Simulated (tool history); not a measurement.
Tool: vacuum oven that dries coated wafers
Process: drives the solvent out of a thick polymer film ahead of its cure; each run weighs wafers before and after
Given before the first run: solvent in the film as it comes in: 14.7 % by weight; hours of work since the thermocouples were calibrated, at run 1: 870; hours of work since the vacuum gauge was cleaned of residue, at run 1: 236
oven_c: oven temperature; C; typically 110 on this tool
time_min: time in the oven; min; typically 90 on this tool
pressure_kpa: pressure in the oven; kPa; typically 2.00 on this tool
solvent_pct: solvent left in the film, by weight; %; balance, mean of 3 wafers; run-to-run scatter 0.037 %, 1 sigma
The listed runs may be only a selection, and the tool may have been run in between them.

run,hour,oven_c,time_min,pressure_kpa,hours of work since the thermocouples were calibrated,hours of work since the vacuum gauge was cleaned of residue,solvent_pct
1,0.0,110,90,2.00,870,236,2.90
2,9.2,115,90,2.00,876,243,2.19
3,22.2,115,90,2.00,886,252,2.15
4,37.2,115,90,2.00,896,262,2.17
5,52.3,110,90,2.00,907,273,2.89
6,60.1,110,90,2.00,912,278,2.89
7,68.3,110,90,1.66,918,284,2.64
8,76.5,110,90,1.66,924,290,2.59
# hour 78.9: vacuum gauge cleaned of residue and calibrated
9,92.9,102,90,2.00,934,10,4.41
10,106.3,102,90,2.00,943,19,4.39
11,116.7,102,90,2.00,951,27,4.46
12,123.5,102,90,2.00,956,31,4.33
# hour 130.0: vacuum gauge cleaned of residue and calibrated, once more
13,139.7,102,90,2.00,966,7,4.41
14,149.8,102,90,2.00,973,14,4.40
15,163.3,110,67,2.69,982,23,4.20
16,176.6,97,90,2.00,992,33,5.41
17,185.5,124,99,1.03,998,39,0.75
18,197.5,123,107,1.03,1006,47,0.69
19,205.0,123,107,1.03,1012,53,0.72
20,217.0,123,107,1.03,1020,61,0.74
21,223.2,110,59,4.13,1024,65,5.56
22,231.3,121,88,1.00,1030,71,1.08
23,241.5,112,50,6.88,1037,78,7.40
24,256.5,112,50,6.88,1048,89,7.45
25,264.2,112,50,6.88,1053,94,7.33
26,276.8,112,50,6.88,1062,103,7.36
27,288.6,113,110,4.02,1070,111,3.54
28,302.3,104,82,2.00,1080,121,4.25

Pick out some run-to-run changes in solvent_pct. Of each, how much would a tool without hidden state show as well, from the settings, what came in and chance, and how much is left for the hidden state and any gauge scatter not in both results compared?
Hidden state at play: true wafer temperature over the reading, C; true pressure over the reading, kPa; drift of the gauge itself on solvent_pct, %.
Run 16 -> 17: oven_c 97 -> 124, time_min 90 -> 99, pressure_kpa 2.00 -> 1.03. solvent_pct -4.66 %: hidden state +0.08, all else -4.74.
Run 20 -> 21: oven_c 123 -> 110, time_min 107 -> 59, pressure_kpa 1.03 -> 4.13. solvent_pct +4.82 %: hidden state -0.08, all else +4.90.
Run 22 -> 23: oven_c 121 -> 112, time_min 88 -> 50, pressure_kpa 1.00 -> 6.88. solvent_pct +6.32 %: hidden state -0.10, all else +6.42.

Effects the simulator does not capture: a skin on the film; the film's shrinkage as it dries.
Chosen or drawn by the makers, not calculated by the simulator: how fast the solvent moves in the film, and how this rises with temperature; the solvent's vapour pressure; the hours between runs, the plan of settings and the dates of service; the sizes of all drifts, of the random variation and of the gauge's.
